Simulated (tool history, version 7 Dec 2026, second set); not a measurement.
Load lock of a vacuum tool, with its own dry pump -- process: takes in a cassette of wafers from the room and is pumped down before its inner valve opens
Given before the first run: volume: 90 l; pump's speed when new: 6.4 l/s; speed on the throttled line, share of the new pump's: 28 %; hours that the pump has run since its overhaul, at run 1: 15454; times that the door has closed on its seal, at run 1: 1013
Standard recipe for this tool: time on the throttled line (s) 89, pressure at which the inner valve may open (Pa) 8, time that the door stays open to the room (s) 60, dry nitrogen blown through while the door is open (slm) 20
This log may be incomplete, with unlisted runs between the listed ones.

run	day	time on the throttled line (s)	pressure at which the inner valve may open (Pa)	time that the door stays open to the room (s)	dry nitrogen blown through while the door is open (slm)	hours that the pump has run since its overhaul	times that the door has closed on its seal	incoming humidity of the room's air, %	time from the closed door until the inner valve may open (s)	rise of the pressure with all valves shut (Pa/min)
1	0.000	89	8	60	20	15454	1013	43.1	198.9	0.011
# day 6.792: dry pump taken out, an overhauled one fitted
2	18.696	89	8	60	20	286	2670	50.0	198.5	0.009
3	35.229	89	8	60	20	683	4155	41.6	197.3	0.012
4	46.250	89	8	60	20	947	5145	47.0	197.9	0.017
5	59.933	89	8	60	20	1275	6375	42.3	198.5	0.017
6	70.875	89	8	60	20	1538	7357	42.1	199.3	0.015
7	80.788	89	8	60	20	1776	8248	46.5	198.2	0.010
8	100.608	89	8	60	20	2252	10028	45.7	199.3	0.012
9	109.146	89	8	60	20	2456	10795	41.9	199.5	0.015
10	126.517	91	8	60	20	2873	12356	44.5	201.7	0.013
11	143.362	89	8	60	20	3278	13869	45.2	198.2	0.014
12	151.758	89	8	60	20	3479	14624	44.4	200.3	0.016
13	166.317	89	15	60	20	3829	15932	48.3	190.7	0.012
14	179.921	65	8	60	20	4155	17154	45.5	181.6	0.014
15	191.733	65	8	60	20	4439	18215	47.6	181.1	0.015
16	209.462	65	8	60	20	4864	19808	44.0	182.6	0.015
17	227.433	121	13	63	21	5295	21422	47.7	214.2	0.017
18	243.600	121	13	63	21	5683	22874	46.6	216.7	0.018
19	261.742	121	13	63	21	6119	24504	44.5	212.3	0.009

The next listed run, before its measurement:
20	270.554	89	8	60	20	6330	25296	46.0	?	?

time from the closed door until the inner valve may open (s): 199.2
rise of the pressure with all valves shut (Pa/min): 0.016
Minus the tool's unlogged condition, the same run would have read time from the closed door until the inner valve may open (s) 199.2, rise of the pressure with all valves shut (Pa/min) 0.015.
